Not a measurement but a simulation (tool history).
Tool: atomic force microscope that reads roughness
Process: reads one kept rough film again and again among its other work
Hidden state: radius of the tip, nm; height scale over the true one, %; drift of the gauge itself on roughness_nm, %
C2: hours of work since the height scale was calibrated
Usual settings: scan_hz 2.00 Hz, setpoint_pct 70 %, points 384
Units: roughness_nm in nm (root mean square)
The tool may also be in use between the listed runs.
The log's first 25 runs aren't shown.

{"run": 26, "hour": 940.0, "scan_hz": 2.24, "setpoint_pct": 64, "points": 363, "pictures with this tip": 131, "C2": 872, "roughness_nm": 4.825}
{"run": 27, "hour": 991.2, "scan_hz": 1.69, "setpoint_pct": 64, "points": 314, "pictures with this tip": 181, "C2": 896, "roughness_nm": 4.803}
{"hour": 1014.6, "done": "new tip fitted"}
{"run": 28, "hour": 1035.9, "scan_hz": 1.69, "setpoint_pct": 64, "points": 314, "pictures with this tip": 20, "C2": 917, "roughness_nm": 4.961}
{"hour": 1040.7, "done": "height scale calibrated on a step standard"}
{"run": 29, "hour": 1078.3, "scan_hz": 1.69, "setpoint_pct": 64, "points": 314, "pictures with this tip": 61, "C2": 18, "roughness_nm": 4.946}
{"run": 30, "hour": 1120.7, "scan_hz": 1.86, "setpoint_pct": 70, "points": 771, "pictures with this tip": 102, "C2": 37, "roughness_nm": 4.817}
{"run": 31, "hour": 1155.1, "scan_hz": 2.43, "setpoint_pct": 70, "points": 714, "pictures with this tip": 136, "C2": 54, "roughness_nm": 4.685}
{"run": 32, "hour": 1183.7, "scan_hz": 2.43, "setpoint_pct": 70, "points": 714, "pictures with this tip": 163, "C2": 67, "roughness_nm": 4.643}
{"hour": 1226.5, "done": "new tip fitted"}
{"run": 33, "hour": 1228.0, "scan_hz": 2.43, "setpoint_pct": 78, "points": 265, "pictures with this tip": 1, "C2": 87, "roughness_nm": 4.622}
{"hour": 1234.7, "done": "height scale calibrated on a step standard, once more"}
{"run": 34, "hour": 1275.8, "scan_hz": 2.04, "setpoint_pct": 78, "points": 265, "pictures with this tip": 47, "C2": 19, "roughness_nm": 4.581}
{"run": 35, "hour": 1307.4, "scan_hz": 1.16, "setpoint_pct": 74, "points": 483, "pictures with this tip": 77, "C2": 34, "roughness_nm": 4.773}
{"run": 36, "hour": 1337.9, "scan_hz": 1.16, "setpoint_pct": 74, "points": 483, "pictures with this tip": 107, "C2": 48, "roughness_nm": 4.788}
{"run": 37, "hour": 1361.1, "scan_hz": 2.03, "setpoint_pct": 67, "points": 384, "pictures with this tip": 130, "C2": 59, "roughness_nm": 4.707}
{"run": 38, "hour": 1387.0, "scan_hz": 1.63, "setpoint_pct": 70, "points": 384, "pictures with this tip": 155, "C2": 71, "roughness_nm": 4.709}
{"run": 39, "hour": 1430.3, "scan_hz": 0.69, "setpoint_pct": 59, "points": 582, "pictures with this tip": 197, "C2": 92, "roughness_nm": 4.874}
{"hour": 1439.3, "done": "new tip fitted"}
{"run": 40, "hour": 1471.9, "scan_hz": 2.0, "setpoint_pct": 57, "points": 384, "pictures with this tip": 32, "C2": 111, "roughness_nm": 4.93}
{"run": 41, "hour": 1516.2, "scan_hz": 2.0, "setpoint_pct": 70, "points": 294, "pictures with this tip": 75, "C2": 131, "roughness_nm": 4.721}

Forecast each of these 3 alternatives for the next run:
{"run": "A", "hour": 1556.3, "scan_hz": 2.0, "setpoint_pct": 84, "points": 711, "pictures with this tip": 114, "C2": 150, "roughness_nm": "?"}
{"run": "B", "hour": 1556.3, "scan_hz": 2.0, "setpoint_pct": 67, "points": 499, "pictures with this tip": 114, "C2": 150, "roughness_nm": "?"}
{"run": "C", "hour": 1556.3, "scan_hz": 1.97, "setpoint_pct": 66, "points": 612, "pictures with this tip": 114, "C2": 150, "roughness_nm": "?"}

run=A roughness_nm=4.406
run=B roughness_nm=4.749
run=C roughness_nm=4.766
Without the tool's hidden state the same runs would have given:
run=A roughness_nm=4.514
run=B roughness_nm=4.865
run=C roughness_nm=4.882

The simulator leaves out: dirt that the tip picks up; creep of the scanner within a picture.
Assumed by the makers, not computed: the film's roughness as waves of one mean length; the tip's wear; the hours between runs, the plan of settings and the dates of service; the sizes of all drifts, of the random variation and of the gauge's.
